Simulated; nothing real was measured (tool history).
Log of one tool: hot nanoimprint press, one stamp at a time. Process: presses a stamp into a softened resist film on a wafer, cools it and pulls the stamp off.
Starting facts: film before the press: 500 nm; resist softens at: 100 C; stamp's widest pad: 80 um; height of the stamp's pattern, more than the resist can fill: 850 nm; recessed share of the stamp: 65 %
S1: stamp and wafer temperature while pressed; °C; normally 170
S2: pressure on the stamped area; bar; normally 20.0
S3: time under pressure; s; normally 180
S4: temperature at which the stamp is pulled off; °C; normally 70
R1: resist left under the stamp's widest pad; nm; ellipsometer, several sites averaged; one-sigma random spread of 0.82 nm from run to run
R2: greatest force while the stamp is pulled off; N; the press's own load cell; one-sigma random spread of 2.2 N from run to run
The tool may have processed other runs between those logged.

run	hour	S1	S2	S3	S4	R1	R2
1	0.0	170	20.0	180	70	275.4	168
2	27.3	170	20.0	180	70	275.6	170
# hour 44.8: press's hydraulic seals changed and the load cell set to zero
3	60.7	170	20.0	180	70	271.8	174
4	79.6	159	20.0	180	70	380.5	179
5	97.0	170	20.0	180	70	270.4	184
6	116.4	170	20.0	180	70	268.4	177
# hour 147.9: stamp cleaned and given a new release coat
7	149.6	170	20.0	180	70	270.8	168
8	169.3	170	20.0	180	70	269.4	172
# hour 187.0: plate thermocouple calibrated
9	206.9	170	20.0	180	70	280.6	173
10	225.4	170	20.0	180	70	279.8	179
11	246.3	170	20.0	180	70	281.0	182
12	276.2	170	20.0	180	70	279.9	184
# hour 291.3: stamp cleaned and given a new release coat
13	296.4	170	20.0	180	70	280.5	171
14	314.9	170	20.0	180	70	278.6	173
15	329.4	170	20.0	180	58	280.0	196
16	362.0	168	25.7	346	70	213.6	176
17	385.0	168	12.6	101	70	390.6	181
18	415.4	168	12.6	101	70	391.0	186
# hour 433.0: stamp cleaned and given a new release coat
19	455.3	160	28.0	195	72	339.5	168
20	469.9	160	28.0	124	72	376.8	170
21	485.8	172	20.0	320	70	207.9	178
22	510.4	172	13.1	332	70	242.7	181
23	526.2	178	23.0	332	70	148.5	178
24	558.6	171	20.0	113	70	310.1	184
# hour 573.7: stamp cleaned and given a new release coat
25	589.6	179	19.0	138	68	225.8	173
26	624.3	170	17.8	180	57	287.3	195
27	647.0	170	12.9	265	70	281.7	178

Expected results for the next run?
28	665.4	170	12.9	265	70	?	?

R1: 281.4 nm
R2: 180 N
Had the tool carried no hidden state, the very same run would have given R1 286.9 nm, R2 168 N.

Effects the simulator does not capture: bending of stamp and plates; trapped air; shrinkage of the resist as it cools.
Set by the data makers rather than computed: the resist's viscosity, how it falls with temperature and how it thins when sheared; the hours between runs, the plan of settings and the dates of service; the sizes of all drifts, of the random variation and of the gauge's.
